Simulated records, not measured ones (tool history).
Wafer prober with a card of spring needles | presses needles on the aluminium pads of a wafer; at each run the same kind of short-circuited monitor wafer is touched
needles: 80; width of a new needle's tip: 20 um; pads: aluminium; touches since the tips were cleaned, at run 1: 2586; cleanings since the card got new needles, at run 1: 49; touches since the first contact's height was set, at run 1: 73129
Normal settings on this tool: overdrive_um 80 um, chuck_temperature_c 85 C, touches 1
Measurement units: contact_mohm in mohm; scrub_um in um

run	day	overdrive_um	chuck_temperature_c	touches	touches since the tips were cleaned	cleanings since the card got new needles	touches since the first contact's height was set	contact_mohm	scrub_um
1	0.000	80	85	1	2586	49	73129	158	10.724
# day 0.108: tips cleaned on abrasive film
# day 0.371: height of the first contact set anew
# day 0.404: tips cleaned on abrasive film
2	0.546	80	85	1	1979	51	2421	160	10.717
# day 0.704: tips cleaned on abrasive film
# day 0.996: tips cleaned on abrasive film
3	0.996	80	85	1	0	53	8628	155	10.706
# day 1.279: tips cleaned on abrasive film
4	1.383	91	85	1	1484	54	14075	158	12.167
# day 1.592: tips cleaned on abrasive film
# day 1.900: tips cleaned on abrasive film
5	1.958	91	85	1	824	56	22008	157	12.167
# day 2.179: tips cleaned on abrasive film
# day 2.496: tips cleaned on abrasive film
6	2.496	80	85	1	0	58	29481	157	10.686
# day 2.775: tips cleaned on abrasive film
7	2.888	80	85	1	1596	59	34946	159	10.689
# day 3.071: tips cleaned on abrasive film
# day 3.358: tips cleaned on abrasive film
8	3.508	80	85	1	2114	61	43603	156	10.680
# day 3.650: tips cleaned on abrasive film
9	3.900	80	27	1	3559	62	49062	148	10.674
# day 3.954: tips cleaned on abrasive film
# day 4.267: tips cleaned on abrasive film
10	4.454	68	76	2	2651	64	56720	157	9.068
# day 4.554: tips cleaned on abrasive film
# day 4.862: tips cleaned on abrasive film
11	4.862	80	35	3	0	66	62334	147	10.648
# day 5.142: tips cleaned on abrasive film
12	5.412	80	35	3	3799	67	70061	149	10.632
# day 5.462: tips cleaned on abrasive film
# day 5.779: tips cleaned on abrasive film
13	5.779	80	92	1	0	69	75128	159	10.641
# day 5.979: height of the first contact set anew
# day 6.071: tips cleaned on abrasive film
14	6.112	84	85	1	571	70	1858	156	11.178
# day 6.362: tips cleaned on abrasive film
15	6.488	95	90	2	1759	71	7086	156	12.629

Take each entry between the runs: how does the hidden state at the last listed run before it differ from the hidden state at the first listed run after it?
After run 1, before run 2: tips cleaned on abrasive film (day 0.108); height of the first contact set anew (day 0.371); tips cleaned on abrasive film (day 0.404)
  debris on the tips, nm: 1.4 -> 1.3; way that the needles fall short of the set height, um: 0.02 -> 0; drift of the gauge itself on scrub_um, %: 0 -> -0.06
  measured result minus the result with no hidden state, scrub_um: -0.002 -> -0.006 um
After run 2, before run 3: tips cleaned on abrasive film (day 0.704); tips cleaned on abrasive film (day 0.996)
  debris on the tips, nm: 1.3 -> 0.2; drift of the gauge itself on scrub_um, %: -0.06 -> -0.11
  measured result minus the result with no hidden state, scrub_um: -0.006 -> -0.012 um
After run 3, before run 4: tips cleaned on abrasive film (day 1.279)
  debris on the tips, nm: 0.2 -> 1; drift of the gauge itself on scrub_um, %: -0.11 -> -0.15
  measured result minus the result with no hidden state, scrub_um: -0.012 -> -0.019 um
After run 4, before run 5: tips cleaned on abrasive film (day 1.592); tips cleaned on abrasive film (day 1.900)
  debris on the tips, nm: 1 -> 0.7; way that the needles fall short of the set height, um: 0 -> 0.01; drift of the gauge itself on scrub_um, %: -0.15 -> -0.21
  measured result minus the result with no hidden state, scrub_um: -0.019 -> -0.027 um
After run 5, before run 6: tips cleaned on abrasive film (day 2.179); tips cleaned on abrasive film (day 2.496)
  debris on the tips, nm: 0.7 -> 0.1; drift of the gauge itself on scrub_um, %: -0.21 -> -0.27
  measured result minus the result with no hidden state, scrub_um: -0.027 -> -0.030 um
After run 6, before run 7: tips cleaned on abrasive film (day 2.775)
  debris on the tips, nm: 0.1 -> 1.1; drift of the gauge itself on scrub_um, %: -0.27 -> -0.32
  measured result minus the result with no hidden state, scrub_um: -0.030 -> -0.035 um
After run 7, before run 8: tips cleaned on abrasive film (day 3.071); tips cleaned on abrasive film (day 3.358)
  debris on the tips, nm: 1.1 -> 1.4; drift of the gauge itself on scrub_um, %: -0.32 -> -0.39
  measured result minus the result with no hidden state, scrub_um: -0.035 -> -0.043 um
After run 8, before run 9: tips cleaned on abrasive film (day 3.650)
  debris on the tips, nm: 1.4 -> 1.8; drift of the gauge itself on scrub_um, %: -0.39 -> -0.43
  measured result minus the result with no hidden state, scrub_um: -0.043 -> -0.048 um
After run 9, before run 10: tips cleaned on abrasive film (day 3.954); tips cleaned on abrasive film (day 4.267)
  debris on the tips, nm: 1.8 -> 1.4; drift of the gauge itself on scrub_um, %: -0.43 -> -0.49
  measured result minus the result with no hidden state, scrub_um: -0.048 -> -0.047 um
After run 10, before run 11: tips cleaned on abrasive film (day 4.554); tips cleaned on abrasive film (day 4.862)
  debris on the tips, nm: 1.4 -> 0.1; drift of the gauge itself on scrub_um, %: -0.49 -> -0.54
  measured result minus the result with no hidden state, scrub_um: -0.047 -> -0.059 um
After run 11, before run 12: tips cleaned on abrasive film (day 5.142)
  debris on the tips, nm: 0.1 -> 1.9; drift of the gauge itself on scrub_um, %: -0.54 -> -0.6
  measured result minus the result with no hidden state, scrub_um: -0.059 -> -0.066 um
After run 12, before run 13: tips cleaned on abrasive film (day 5.462); tips cleaned on abrasive film (day 5.779)
  debris on the tips, nm: 1.9 -> 0.2; way that the needles fall short of the set height, um: 0.01 -> 0.02; drift of the gauge itself on scrub_um, %: -0.6 -> -0.64
  measured result minus the result with no hidden state, scrub_um: -0.066 -> -0.071 um
After run 13, before run 14: height of the first contact set anew (day 5.979); tips cleaned on abrasive film (day 6.071)
  debris on the tips, nm: 0.2 -> 0.6; way that the needles fall short of the set height, um: 0.02 -> 0; drift of the gauge itself on scrub_um, %: -0.64 -> -0.67
  measured result minus the result with no hidden state, scrub_um: -0.071 -> -0.076 um
After run 14, before run 15: tips cleaned on abrasive film (day 6.362)
  debris on the tips, nm: 0.6 -> 1.1; drift of the gauge itself on scrub_um, %: -0.67 -> -0.72
  measured result minus the result with no hidden state, scrub_um: -0.076 -> -0.092 um
